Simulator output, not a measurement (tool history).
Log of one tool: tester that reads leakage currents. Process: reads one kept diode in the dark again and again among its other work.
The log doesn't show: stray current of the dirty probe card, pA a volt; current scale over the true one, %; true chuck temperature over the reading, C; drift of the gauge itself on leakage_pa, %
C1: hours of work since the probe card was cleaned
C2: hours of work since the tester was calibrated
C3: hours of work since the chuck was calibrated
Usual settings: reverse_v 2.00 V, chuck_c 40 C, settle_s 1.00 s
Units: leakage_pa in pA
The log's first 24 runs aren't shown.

run 25 day=181.092 | reverse_v=13.37 chuck_c=47 settle_s=8.34 | C1=248 C2=1131 C3=1228 | leakage_pa=1418.66
run 26 day=191.171 | reverse_v=13.37 chuck_c=47 settle_s=8.34 | C1=368 C2=1250 C3=1348 | leakage_pa=1420.85
run 27 day=202.008 | reverse_v=13.37 chuck_c=47 settle_s=7.32 | C1=496 C2=1379 C3=1477 | leakage_pa=1416.33
run 28 day=210.504 | reverse_v=13.37 chuck_c=47 settle_s=7.32 | C1=597 C2=1480 C3=1578 | leakage_pa=1413.58
run 29 day=219.550 | reverse_v=13.37 chuck_c=47 settle_s=7.32 | C1=705 C2=1588 C3=1685 | leakage_pa=1422.62
run 30 day=229.004 | reverse_v=2.00 chuck_c=22 settle_s=1.00 | C1=817 C2=1700 C3=1798 | leakage_pa=85.97
run 31 day=235.100 | reverse_v=18.91 chuck_c=36 settle_s=1.00 | C1=890 C2=1773 C3=1870 | leakage_pa=748.31
run 32 day=239.662 | reverse_v=2.00 chuck_c=20 settle_s=1.46 | C1=944 C2=1827 C3=1924 | leakage_pa=72.41
run 33 day=244.483 | reverse_v=2.00 chuck_c=20 settle_s=1.46 | C1=1001 C2=1884 C3=1982 | leakage_pa=72.30
run 34 day=252.954 | reverse_v=3.60 chuck_c=35 settle_s=0.78 | C1=1102 C2=1985 C3=2082 | leakage_pa=317.81
run 35 day=260.975 | reverse_v=1.03 chuck_c=45 settle_s=1.00 | C1=1198 C2=2080 C3=2178 | leakage_pa=374.74
run 36 day=267.500 | reverse_v=1.85 chuck_c=35 settle_s=0.74 | C1=1275 C2=2158 C3=2255 | leakage_pa=233.79
run 37 day=278.129 | reverse_v=2.14 chuck_c=21 settle_s=7.30 | C1=1402 C2=2284 C3=2382 | leakage_pa=81.28
-- day=286.654 probe card cleaned and baked
-- day=286.738 chuck's temperature calibrated
run 38 day=289.250 | reverse_v=2.28 chuck_c=34 settle_s=2.81 | C1=30 C2=2414 C3=30 | leakage_pa=238.72
run 39 day=294.567 | reverse_v=2.28 chuck_c=34 settle_s=0.69 | C1=93 C2=2477 C3=93 | leakage_pa=239.96
run 40 day=299.088 | reverse_v=2.79 chuck_c=40 settle_s=1.00 | C1=147 C2=2531 C3=147 | leakage_pa=412.06

3 ways to go on from here, each from the tool as it stands after run 40. What would each give?
-- day=303.433 tester calibrated
run A day=309.467 | reverse_v=9.86 chuck_c=40 settle_s=1.00 | C1=269 C2=72 C3=269 | leakage_pa=?
-- day=303.433 tester calibrated
run B day=309.467 | reverse_v=2.79 chuck_c=48 settle_s=1.01 | C1=269 C2=72 C3=269 | leakage_pa=?
-- day=303.433 tester calibrated
run C day=309.467 | reverse_v=12.38 chuck_c=30 settle_s=0.46 | C1=269 C2=72 C3=269 | leakage_pa=?

run=A leakage_pa=738.65
run=B leakage_pa=738.99
run=C leakage_pa=389.70
Without the tool's hidden state the same runs would have given:
run=A leakage_pa=738.51
run=B leakage_pa=738.87
run=C leakage_pa=389.61

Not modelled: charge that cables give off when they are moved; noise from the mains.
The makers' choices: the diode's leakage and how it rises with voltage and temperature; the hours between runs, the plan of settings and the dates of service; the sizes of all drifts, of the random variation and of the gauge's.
